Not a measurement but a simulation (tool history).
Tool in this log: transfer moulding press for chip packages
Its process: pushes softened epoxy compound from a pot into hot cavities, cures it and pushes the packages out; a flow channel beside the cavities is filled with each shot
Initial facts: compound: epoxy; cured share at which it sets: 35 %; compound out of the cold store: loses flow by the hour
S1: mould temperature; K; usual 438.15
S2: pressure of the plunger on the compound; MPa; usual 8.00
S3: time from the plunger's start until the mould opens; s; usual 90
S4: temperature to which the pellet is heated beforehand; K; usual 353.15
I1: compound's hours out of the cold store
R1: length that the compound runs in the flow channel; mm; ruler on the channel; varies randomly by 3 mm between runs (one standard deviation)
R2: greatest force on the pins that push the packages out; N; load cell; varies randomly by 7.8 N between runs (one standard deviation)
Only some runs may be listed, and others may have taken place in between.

Run 1, hour 0.0: usual settings; I1 36.4. Result: R1 892 mm, R2 396 N.
Run 2, hour 28.1: usual settings; I1 31.6. Result: R1 892 mm, R2 447 N.
Run 3, hour 49.8: usual settings; I1 24.2. Result: R1 909 mm, R2 486 N.
At hour 64.1: cavities cleaned with cleaning compound and waxed.
Run 4, hour 74.2: usual settings but S2 7.27 MPa; I1 47.1. Result: R1 815 mm, R2 352 N.
Run 5, hour 102.0: usual settings but S2 7.27 MPa; I1 30.1. Result: R1 847 mm, R2 432 N.
Run 6, hour 131.4: usual settings but S2 7.27 MPa; I1 23.6. Result: R1 857 mm, R2 479 N.
At hour 136.4: mould's thermocouples calibrated.
At hour 153.7: cavities cleaned with cleaning compound and waxed.
Run 7, hour 154.6: usual settings but S2 7.27 MPa; I1 27.3. Result: R1 843 mm, R2 328 N.
Run 8, hour 179.8: usual settings; I1 24.8. Result: R1 885 mm, R2 417 N.
At hour 186.8: plunger's sealing rings changed.
Run 9, hour 214.5: usual settings; I1 28.5. Result: R1 930 mm, R2 487 N.
Run 10, hour 233.6: usual settings but S2 6.96 MPa; I1 28.9. Result: R1 861 mm, R2 491 N.
At hour 244.8: cavities cleaned with cleaning compound and waxed.
Run 11, hour 269.6: usual settings but S2 6.96 MPa; I1 14.0. Result: R1 887 mm, R2 402 N.
At hour 279.8: mould's thermocouples calibrated, once more.
Run 12, hour 293.3: usual settings but S1 439.15 K, S2 6.36 MPa, S3 97 s; I1 23.3. Result: R1 825 mm, R2 399 N.
Run 13, hour 325.3: usual settings but S1 439.15 K, S2 6.30 MPa, S3 97 s, S4 355.15 K; I1 10.5. Result: R1 839 mm, R2 432 N.
At hour 334.5: cavities cleaned with cleaning compound and waxed.
Run 14, hour 345.1: usual settings but S1 439.15 K, S2 6.30 MPa, S3 97 s, S4 355.15 K; I1 25.4. Result: R1 807 mm, R2 313 N.
Run 15, hour 363.1: usual settings but S1 439.15 K, S2 6.30 MPa, S3 97 s, S4 355.15 K; I1 41.7. Result: R1 771 mm, R2 362 N.
Run 16, hour 393.0: usual settings but S1 439.15 K, S2 6.30 MPa, S3 97 s, S4 355.15 K; I1 8.1. Result: R1 835 mm, R2 399 N.
Run 17, hour 413.8: usual settings but S1 434.15 K, S4 351.15 K; I1 37.5. Result: R1 899 mm, R2 615 N.
At hour 424.5: cavities cleaned with cleaning compound and waxed.
Run 18, hour 447.9: usual settings but S1 434.15 K, S4 351.15 K; I1 33.6. Result: R1 904 mm, R2 530 N.
Run 19, hour 467.6: usual settings but S1 434.15 K, S4 351.15 K; I1 40.9. Result: R1 884 mm, R2 578 N.

Each run again, without the hidden state but with its own random variation kept:
Hidden state at play: true mould temperature over the reading, C; pressure that reaches the compound, % of what is set; grip of the stained cavities, % over clean ones'; drift of the gauge itself on flow_mm, %; drift of the gauge itself on push_out_n, %.
run   R1   R2
  1  920  330
  2  926  328
  3  947  331
  4  853  323
  5  891  337
  6  907  336
  7  897  320
  8  946  345
  9  937  353
 10  871  338
 11  903  337
 12  842  299
 13  861  288
 14  831  286
 15  797  297
 16  868  289
 17  939  419
 18  950  439
 19  932  438

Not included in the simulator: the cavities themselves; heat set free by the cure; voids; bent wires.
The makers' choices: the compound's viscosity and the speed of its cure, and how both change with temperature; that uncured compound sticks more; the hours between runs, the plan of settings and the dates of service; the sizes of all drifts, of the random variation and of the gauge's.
